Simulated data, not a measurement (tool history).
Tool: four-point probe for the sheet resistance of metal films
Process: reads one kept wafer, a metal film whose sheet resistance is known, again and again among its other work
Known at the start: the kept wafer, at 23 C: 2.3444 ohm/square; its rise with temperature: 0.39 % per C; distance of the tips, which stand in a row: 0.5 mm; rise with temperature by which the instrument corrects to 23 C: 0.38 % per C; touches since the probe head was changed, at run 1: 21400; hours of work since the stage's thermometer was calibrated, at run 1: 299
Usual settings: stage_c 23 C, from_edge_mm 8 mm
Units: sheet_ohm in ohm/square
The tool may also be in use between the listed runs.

run	hour	stage_c	from_edge_mm	touches since the probe head was changed	hours of work since the stage's thermometer was calibrated	sheet_ohm
1	0	23	8	21400	299	2.352636
2	11.8	23	8	21904	307	2.35288
3	23.5	23	8	22407	315	2.352789
4	32.2	23	8	22781	322	2.353064
5	49.7	23	57	23534	334	2.349292
6	64.6	23	57	24173	345	2.349608
7	73.3	23	57	24545	351	2.348973
8	87.6	23	57	25160	361	2.34974
9	104.2	23	60	25874	373	2.349953
10	116.1	31	60	26384	381	2.352035
11	133.6	34	8	27132	394	2.359001
12	143	23	8	27539	400	2.356378
13	159.1	23	8	28228	412	2.355598
14	169.3	23	8	28665	419	2.356822
15	179.8	23	4	29115	427	2.370975
16	197.2	23	8	29865	439	2.358031
17	204.7	23	9	30188	444	2.356013
18	221	23	8	30886	456	2.35711
19	239	23	8	31657	469	2.358822
20	248.6	19	8	32072	476	2.357947
21	261.7	19	8	32632	485	2.358124
22	279.5	23	8	33398	498	2.358924
23	292.1	19	3	33939	507	2.388272
24	309	19	3	34663	519	2.388941
25	320.8	19	3	35171	527	2.38985
26	339.3	19	3	35962	540	2.389899
27	353.3	19	22	36566	550	2.356123
28	365.9	29	41	37106	559	2.358299
29	381.7	34	3	37782	570	2.394129
30	392.8	34	3	38262	578	2.394213
31	402.4	27	3	38674	585	2.392826
32	419.9	20	12	39423	597	2.358832
33	430.6	33	43	39883	605	2.360058
34	443.8	27	20	40450	614	2.359191
35	451.8	21	4	40795	620	2.378249
36	461.2	34	31	41195	627	2.361188
37	477.2	21	6	41885	638	2.366957
38	491.4	33	75	42494	648	2.361834
39	508.2	33	4	43215	660	2.38175
40	516.1	33	4	43555	666	2.381951

Forecast run 41:
41	524.3	33	4	43904	672	?

{"run 41": {"sheet_ohm": 2.381453}}
Without the tool's hidden state the same run would have given sheet_ohm 2.365705 ohm/square.
